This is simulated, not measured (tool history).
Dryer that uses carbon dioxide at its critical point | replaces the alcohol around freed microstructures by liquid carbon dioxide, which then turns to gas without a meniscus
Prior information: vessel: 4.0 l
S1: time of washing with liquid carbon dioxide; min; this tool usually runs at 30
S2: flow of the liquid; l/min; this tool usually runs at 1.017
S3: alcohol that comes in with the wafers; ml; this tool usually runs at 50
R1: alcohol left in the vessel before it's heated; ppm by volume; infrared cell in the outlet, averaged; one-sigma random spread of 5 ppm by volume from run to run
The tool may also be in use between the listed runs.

run   hour  S1     S2  S3   R1
  1    0.0  30  1.017  50  130
  2   41.5  29  1.017  50  150
  3   69.9  29  1.017  50  149
      94.3  -- inlet filter changed
  4  111.5  31  1.017  50  139
  5  172.5  31  1.017  50  152
  6  228.4  31  1.017  50  158
  7  282.6  31  1.017  50  171
  8  338.7  31  1.017  50  177
  9  384.0  31  1.017  50  193
 10  415.0  31  1.017  50  195
 11  453.1  31  1.017  50  204
 12  489.5  31  1.017  50  216
 13  521.2  29  1.380  50  205
     533.1  -- inlet filter changed
 14  574.3  29  0.650  50  424
 15  613.7  29  0.650  50  438
     629.9  -- purifier's bed changed
 16  652.4  29  0.650  50  256
 17  705.8  36  1.320  63   20
 18  766.9  26  1.230  50   43
 19  809.9  26  1.230  50   51
 20  843.8  47  1.017  28   37
 21  903.0  33  0.710  33  122
 22  947.8  29  1.017  30   74

Predict each of these 5 candidate next runs independently; none follows another, all start after run 22:
      974.6  -- inlet filter changed
  A  1006.8  26  1.017  30   ?
      974.6  -- inlet filter changed
  B  1006.8  27  1.017  50   ?
      974.6  -- inlet filter changed
  C  1006.8  31  1.017  50   ?
      974.6  -- inlet filter changed
  D  1006.8  35  1.550  20   ?
      974.6  -- inlet filter changed
  E  1006.8  32  1.080  68   ?

run  R1
  A  97
  B  99
  C  77
  D  70
  E  79
With no hidden state in the tool, these same runs would have given:
run  R1
  A  30
  B  33
  C  11
  D   4
  E  13

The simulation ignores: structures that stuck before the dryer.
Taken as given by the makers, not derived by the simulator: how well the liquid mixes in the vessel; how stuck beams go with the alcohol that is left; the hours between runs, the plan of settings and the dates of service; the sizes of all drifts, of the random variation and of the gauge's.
